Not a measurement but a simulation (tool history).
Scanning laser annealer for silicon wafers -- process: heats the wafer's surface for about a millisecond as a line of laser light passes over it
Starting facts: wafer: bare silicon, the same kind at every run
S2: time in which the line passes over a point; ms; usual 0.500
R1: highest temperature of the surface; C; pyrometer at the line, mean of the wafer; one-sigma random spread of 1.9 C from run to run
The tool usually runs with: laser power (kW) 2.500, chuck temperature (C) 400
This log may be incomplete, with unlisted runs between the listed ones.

{"run": 1, "hour": 0.0, "laser power (kW)": 2.5, "S2": 0.5, "chuck temperature (C)": 400, "R1": 1119}
{"run": 2, "hour": 4.4, "laser power (kW)": 2.5, "S2": 0.5, "chuck temperature (C)": 400, "R1": 1122}
{"run": 3, "hour": 11.6, "laser power (kW)": 2.5, "S2": 0.5, "chuck temperature (C)": 422, "R1": 1142}
{"run": 4, "hour": 18.7, "laser power (kW)": 2.5, "S2": 0.58, "chuck temperature (C)": 400, "R1": 1167}
{"run": 5, "hour": 23.3, "laser power (kW)": 2.5, "S2": 0.5, "chuck temperature (C)": 400, "R1": 1117}
{"run": 6, "hour": 32.2, "laser power (kW)": 2.5, "S2": 0.42, "chuck temperature (C)": 400, "R1": 1067}
{"run": 7, "hour": 38.7, "laser power (kW)": 2.177, "S2": 0.5, "chuck temperature (C)": 400, "R1": 1024}
{"run": 8, "hour": 46.1, "laser power (kW)": 2.177, "S2": 0.5, "chuck temperature (C)": 400, "R1": 1021}
{"run": 9, "hour": 52.4, "laser power (kW)": 2.5, "S2": 0.5, "chuck temperature (C)": 400, "R1": 1116}
{"run": 10, "hour": 60.5, "laser power (kW)": 2.5, "S2": 0.5, "chuck temperature (C)": 400, "R1": 1114}
{"run": 11, "hour": 70.2, "laser power (kW)": 2.5, "S2": 0.5, "chuck temperature (C)": 400, "R1": 1117}
{"run": 12, "hour": 77.6, "laser power (kW)": 2.5, "S2": 0.531, "chuck temperature (C)": 398, "R1": 1133}
{"run": 13, "hour": 81.9, "laser power (kW)": 2.5, "S2": 0.531, "chuck temperature (C)": 398, "R1": 1133}
{"run": 14, "hour": 87.3, "laser power (kW)": 2.5, "S2": 0.531, "chuck temperature (C)": 398, "R1": 1132}
{"run": 15, "hour": 96.7, "laser power (kW)": 2.412, "S2": 0.594, "chuck temperature (C)": 400, "R1": 1145}
{"run": 16, "hour": 101.1, "laser power (kW)": 2.346, "S2": 0.493, "chuck temperature (C)": 366, "R1": 1034}
{"run": 17, "hour": 107.5, "laser power (kW)": 2.181, "S2": 0.358, "chuck temperature (C)": 366, "R1": 904}
{"run": 18, "hour": 112.0, "laser power (kW)": 2.31, "S2": 0.393, "chuck temperature (C)": 438, "R1": 1034}
{"run": 19, "hour": 116.7, "laser power (kW)": 2.351, "S2": 0.5, "chuck temperature (C)": 400, "R1": 1072}
{"run": 20, "hour": 121.5, "laser power (kW)": 2.351, "S2": 0.561, "chuck temperature (C)": 431, "R1": 1136}
{"run": 21, "hour": 127.6, "laser power (kW)": 2.705, "S2": 0.403, "chuck temperature (C)": 380, "R1": 1092}
{"run": 22, "hour": 137.2, "laser power (kW)": 2.647, "S2": 0.403, "chuck temperature (C)": 380, "R1": 1075}

5 options for the next run, each taken on its own from the tool as it stands now. Forecast them:
{"run": "A", "hour": 146.6, "laser power (kW)": 2.64, "S2": 0.536, "chuck temperature (C)": 389, "R1": "?"}
{"run": "B", "hour": 146.6, "laser power (kW)": 2.551, "S2": 0.403, "chuck temperature (C)": 400, "R1": "?"}
{"run": "C", "hour": 146.6, "laser power (kW)": 2.647, "S2": 0.403, "chuck temperature (C)": 403, "R1": "?"}
{"run": "D", "hour": 146.6, "laser power (kW)": 2.5, "S2": 0.509, "chuck temperature (C)": 426, "R1": "?"}
{"run": "E", "hour": 146.6, "laser power (kW)": 2.505, "S2": 0.429, "chuck temperature (C)": 390, "R1": "?"}

run=A R1=1171
run=B R1=1073
run=C R1=1095
run=D R1=1150
run=E R1=1060
Stripped of hidden state, with their random variation kept, the same runs would have yielded:
run=A R1=1183
run=B R1=1083
run=C R1=1105
run=D R1=1160
run=E R1=1070
